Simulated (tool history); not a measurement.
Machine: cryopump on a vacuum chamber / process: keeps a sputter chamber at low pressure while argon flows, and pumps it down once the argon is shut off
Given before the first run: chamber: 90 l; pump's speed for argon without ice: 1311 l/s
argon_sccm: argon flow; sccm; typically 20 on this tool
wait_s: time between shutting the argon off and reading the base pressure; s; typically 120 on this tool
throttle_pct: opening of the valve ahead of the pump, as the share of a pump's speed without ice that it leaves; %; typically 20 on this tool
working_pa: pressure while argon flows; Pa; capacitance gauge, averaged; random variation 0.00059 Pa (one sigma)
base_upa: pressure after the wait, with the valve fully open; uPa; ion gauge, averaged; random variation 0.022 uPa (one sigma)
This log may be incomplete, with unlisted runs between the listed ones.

Run 1, day 0: usual settings. Result: working_pa 0.1286 Pa, base_upa 2.98 uPa.
Run 2, day 2.517: usual settings. Result: working_pa 0.1292 Pa, base_upa 2.99 uPa.
Run 3, day 5.312: usual settings but argon_sccm 16 sccm. Result: working_pa 0.1041 Pa, base_upa 3.11 uPa.
Run 4, day 8.004: usual settings but argon_sccm 16 sccm. Result: working_pa 0.1036 Pa, base_upa 3.26 uPa.
Run 5, day 9.8: usual settings but wait_s 37 s. Result: working_pa 0.1295 Pa, base_upa 3.97 uPa.
Run 6, day 11.729: usual settings but wait_s 37 s. Result: working_pa 0.1292 Pa, base_upa 4.11 uPa.
Run 7, day 13.796: usual settings but wait_s 37 s. Result: working_pa 0.1301 Pa, base_upa 4.15 uPa.
Run 8, day 15.521: usual settings but wait_s 37 s. Result: working_pa 0.1306 Pa, base_upa 4.21 uPa.
At day 16.675: leaking fittings of the chamber tightened, without venting.
Run 9, day 18.629: usual settings but wait_s 37 s. Result: working_pa 0.1303 Pa, base_upa 1.37 uPa.
Run 10, day 19.888: usual settings but argon_sccm 15 sccm. Result: working_pa 0.0985 Pa, base_upa 0.71 uPa.
Run 11, day 22.583: usual settings but argon_sccm 15 sccm. Result: working_pa 0.0982 Pa, base_upa 0.78 uPa.
Run 12, day 25.575: usual settings but wait_s 34 s. Result: working_pa 0.1306 Pa, base_upa 1.78 uPa.
Run 13, day 28.129: usual settings but wait_s 34 s. Result: working_pa 0.1316 Pa, base_upa 1.81 uPa.
Run 14, day 30.192: usual settings but wait_s 34 s. Result: working_pa 0.1318 Pa, base_upa 1.9 uPa.
Run 15, day 32.929: usual settings but argon_sccm 21 sccm. Result: working_pa 0.1367 Pa, base_upa 1.12 uPa.
Run 16, day 34.733: usual settings but argon_sccm 21 sccm. Result: working_pa 0.1392 Pa, base_upa 1.21 uPa.
Run 17, day 37.212: usual settings but argon_sccm 21 sccm. Result: working_pa 0.1382 Pa, base_upa 1.32 uPa.
Run 18, day 39.058: usual settings but argon_sccm 15 sccm, wait_s 227 s. Result: working_pa 0.0988 Pa, base_upa 1.19 uPa.
Run 19, day 41.488: usual settings but argon_sccm 10 sccm, wait_s 146 s. Result: working_pa 0.0661 Pa, base_upa 1.4 uPa.
Run 20, day 43.304: usual settings but wait_s 100 s, throttle_pct 21 %. Result: working_pa 0.1272 Pa, base_upa 1.63 uPa.
Run 21, day 45.3: usual settings but argon_sccm 23 sccm, wait_s 243 s. Result: working_pa 0.1521 Pa, base_upa 1.38 uPa.
Run 22, day 47.238: usual settings but throttle_pct 42 %. Result: working_pa 0.065 Pa, base_upa 1.66 uPa.
Run 23, day 49.521: usual settings but argon_sccm 9 sccm, wait_s 39 s, throttle_pct 36 %. Result: working_pa 0.034 Pa, base_upa 2.49 uPa.
Run 24, day 51.054: usual settings but argon_sccm 26 sccm, wait_s 174 s, throttle_pct 44 %. Result: working_pa 0.0819 Pa, base_upa 1.71 uPa.
Run 25, day 52.575: usual settings but argon_sccm 26 sccm, wait_s 174 s, throttle_pct 44 %. Result: working_pa 0.0825 Pa, base_upa 1.76 uPa.
Run 26, day 54.833: usual settings but argon_sccm 26 sccm, wait_s 60 s, throttle_pct 47 %. Result: working_pa 0.0768 Pa, base_upa 2.33 uPa.
Run 27, day 56.375: usual settings but argon_sccm 26 sccm, wait_s 60 s, throttle_pct 47 %. Result: working_pa 0.0777 Pa, base_upa 2.43 uPa.
At day 58.604: pump warmed up, emptied and cooled again.
Run 28, day 58.912: usual settings but argon_sccm 11 sccm, wait_s 60 s, throttle_pct 27 %. Result: working_pa 0.0529 Pa, base_upa 2.23 uPa.
Run 29, day 61.992: usual settings but argon_sccm 11 sccm, wait_s 60 s, throttle_pct 27 %. Result: working_pa 0.0527 Pa, base_upa 2.3 uPa.
Run 30, day 63.358: usual settings but argon_sccm 15 sccm, wait_s 25 s, throttle_pct 21 %. Result: working_pa 0.0925 Pa, base_upa 3.37 uPa.
Run 31, day 65.754: usual settings but argon_sccm 12 sccm, wait_s 20 s, throttle_pct 22 %. Result: working_pa 0.071 Pa, base_upa 3.75 uPa.
Run 32, day 68.633: usual settings but argon_sccm 12 sccm, wait_s 20 s, throttle_pct 22 %. Result: working_pa 0.0714 Pa, base_upa 3.95 uPa.
Run 33, day 70.562: usual settings but argon_sccm 12 sccm, wait_s 49 s, throttle_pct 22 %. Result: working_pa 0.0723 Pa, base_upa 2.85 uPa.

Alternative continuations, all from the tool just after run 33; predict every row:
Run A, day 73.104: usual settings but argon_sccm 15 sccm, wait_s 104 s, throttle_pct 48 %. Result: working_pa ?, base_upa ?.
Run B, day 73.104: usual settings but argon_sccm 12 sccm, wait_s 292 s, throttle_pct 26 %. Result: working_pa ?, base_upa ?.
Run C, day 73.104: usual settings but wait_s 255 s. Result: working_pa ?, base_upa ?.
Run D, day 73.104: usual settings but argon_sccm 36 sccm, wait_s 95 s, throttle_pct 40 %. Result: working_pa ?, base_upa ?.

run  working_pa  base_upa
  A       0.041      2.48
  B      0.0608      2.26
  C      0.1308      2.25
  D      0.1191      2.59
Take away the tool's hidden state, keep each run's random variation, and the runs would have read:
run  working_pa  base_upa
  A      0.0398       0.6
  B      0.0598      0.41
  C      0.1291      0.44
  D      0.1161      0.71
